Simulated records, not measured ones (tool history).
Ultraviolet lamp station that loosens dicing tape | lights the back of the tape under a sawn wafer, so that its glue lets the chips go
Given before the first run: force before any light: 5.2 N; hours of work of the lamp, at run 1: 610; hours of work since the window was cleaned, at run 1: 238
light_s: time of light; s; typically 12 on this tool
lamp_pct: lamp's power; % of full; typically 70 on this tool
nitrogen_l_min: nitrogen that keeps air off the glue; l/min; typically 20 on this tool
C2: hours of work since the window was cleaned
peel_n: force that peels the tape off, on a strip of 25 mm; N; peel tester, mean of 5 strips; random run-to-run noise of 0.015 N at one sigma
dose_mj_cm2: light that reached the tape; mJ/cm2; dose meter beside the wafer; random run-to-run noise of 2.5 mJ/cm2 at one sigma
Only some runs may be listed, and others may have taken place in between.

{"run": 1, "hour": 0.0, "light_s": 12, "lamp_pct": 70, "nitrogen_l_min": 20, "hours of work of the lamp": 610, "C2": 238, "peel_n": 1.288, "dose_mj_cm2": 192}
{"run": 2, "hour": 63.5, "light_s": 12, "lamp_pct": 70, "nitrogen_l_min": 20, "hours of work of the lamp": 660, "C2": 288, "peel_n": 1.417, "dose_mj_cm2": 187}
{"run": 3, "hour": 119.1, "light_s": 20, "lamp_pct": 70, "nitrogen_l_min": 20, "hours of work of the lamp": 704, "C2": 332, "peel_n": 0.68, "dose_mj_cm2": 295}
{"run": 4, "hour": 186.9, "light_s": 20, "lamp_pct": 70, "nitrogen_l_min": 20, "hours of work of the lamp": 757, "C2": 385, "peel_n": 0.713, "dose_mj_cm2": 281}
{"hour": 244.1, "done": "lamp changed"}
{"run": 5, "hour": 244.7, "light_s": 20, "lamp_pct": 70, "nitrogen_l_min": 20, "hours of work of the lamp": 0, "C2": 430, "peel_n": 0.322, "dose_mj_cm2": 427}
{"run": 6, "hour": 318.6, "light_s": 12, "lamp_pct": 70, "nitrogen_l_min": 20, "hours of work of the lamp": 59, "C2": 488, "peel_n": 0.924, "dose_mj_cm2": 247}
{"hour": 323.1, "done": "window cleaned of glue's vapour"}
{"run": 7, "hour": 386.7, "light_s": 12, "lamp_pct": 70, "nitrogen_l_min": 20, "hours of work of the lamp": 112, "C2": 50, "peel_n": 1.074, "dose_mj_cm2": 220}
{"run": 8, "hour": 445.4, "light_s": 12, "lamp_pct": 86, "nitrogen_l_min": 20, "hours of work of the lamp": 158, "C2": 96, "peel_n": 0.822, "dose_mj_cm2": 264}
{"run": 9, "hour": 484.7, "light_s": 12, "lamp_pct": 70, "nitrogen_l_min": 10, "hours of work of the lamp": 189, "C2": 127, "peel_n": 1.575, "dose_mj_cm2": 207}
{"run": 10, "hour": 566.5, "light_s": 14, "lamp_pct": 68, "nitrogen_l_min": 10, "hours of work of the lamp": 254, "C2": 192, "peel_n": 1.485, "dose_mj_cm2": 226}
{"run": 11, "hour": 616.1, "light_s": 6, "lamp_pct": 72, "nitrogen_l_min": 11, "hours of work of the lamp": 293, "C2": 231, "peel_n": 2.972, "dose_mj_cm2": 99}
{"run": 12, "hour": 656.0, "light_s": 6, "lamp_pct": 72, "nitrogen_l_min": 11, "hours of work of the lamp": 324, "C2": 262, "peel_n": 3.054, "dose_mj_cm2": 96}
{"run": 13, "hour": 709.0, "light_s": 19, "lamp_pct": 63, "nitrogen_l_min": 9, "hours of work of the lamp": 366, "C2": 304, "peel_n": 1.325, "dose_mj_cm2": 258}
{"run": 14, "hour": 772.1, "light_s": 11, "lamp_pct": 83, "nitrogen_l_min": 13, "hours of work of the lamp": 415, "C2": 354, "peel_n": 1.591, "dose_mj_cm2": 191}
{"hour": 798.0, "done": "window cleaned of glue's vapour, once more"}
{"run": 15, "hour": 847.9, "light_s": 11, "lamp_pct": 83, "nitrogen_l_min": 7, "hours of work of the lamp": 475, "C2": 39, "peel_n": 1.698, "dose_mj_cm2": 243}
{"run": 16, "hour": 897.2, "light_s": 9, "lamp_pct": 70, "nitrogen_l_min": 20, "hours of work of the lamp": 514, "C2": 78, "peel_n": 1.609, "dose_mj_cm2": 159}
{"run": 17, "hour": 932.9, "light_s": 8, "lamp_pct": 70, "nitrogen_l_min": 24, "hours of work of the lamp": 542, "C2": 106, "peel_n": 1.759, "dose_mj_cm2": 139}

Predict each of these 4 candidate next runs independently; none follows another, all start after run 17:
{"run": "A", "hour": 971.0, "light_s": 15, "lamp_pct": 62, "nitrogen_l_min": 36, "hours of work of the lamp": 572, "C2": 136, "peel_n": "?", "dose_mj_cm2": "?"}
{"run": "B", "hour": 971.0, "light_s": 20, "lamp_pct": 70, "nitrogen_l_min": 11, "hours of work of the lamp": 572, "C2": 136, "peel_n": "?", "dose_mj_cm2": "?"}
{"run": "C", "hour": 971.0, "light_s": 7, "lamp_pct": 94, "nitrogen_l_min": 10, "hours of work of the lamp": 572, "C2": 136, "peel_n": "?", "dose_mj_cm2": "?"}
{"run": "D", "hour": 971.0, "light_s": 19, "lamp_pct": 74, "nitrogen_l_min": 10, "hours of work of the lamp": 572, "C2": 136, "peel_n": "?", "dose_mj_cm2": "?"}

run=A peel_n=0.761 dose_mj_cm2=225
run=B peel_n=0.777 dose_mj_cm2=346
run=C peel_n=2.141 dose_mj_cm2=163
run=D peel_n=0.833 dose_mj_cm2=345
Take away the tool's hidden state, keep each run's random variation, and the runs would have read:
run=A peel_n=0.403 dose_mj_cm2=314
run=B peel_n=0.411 dose_mj_cm2=480
run=C peel_n=1.526 dose_mj_cm2=226
run=D peel_n=0.447 dose_mj_cm2=479

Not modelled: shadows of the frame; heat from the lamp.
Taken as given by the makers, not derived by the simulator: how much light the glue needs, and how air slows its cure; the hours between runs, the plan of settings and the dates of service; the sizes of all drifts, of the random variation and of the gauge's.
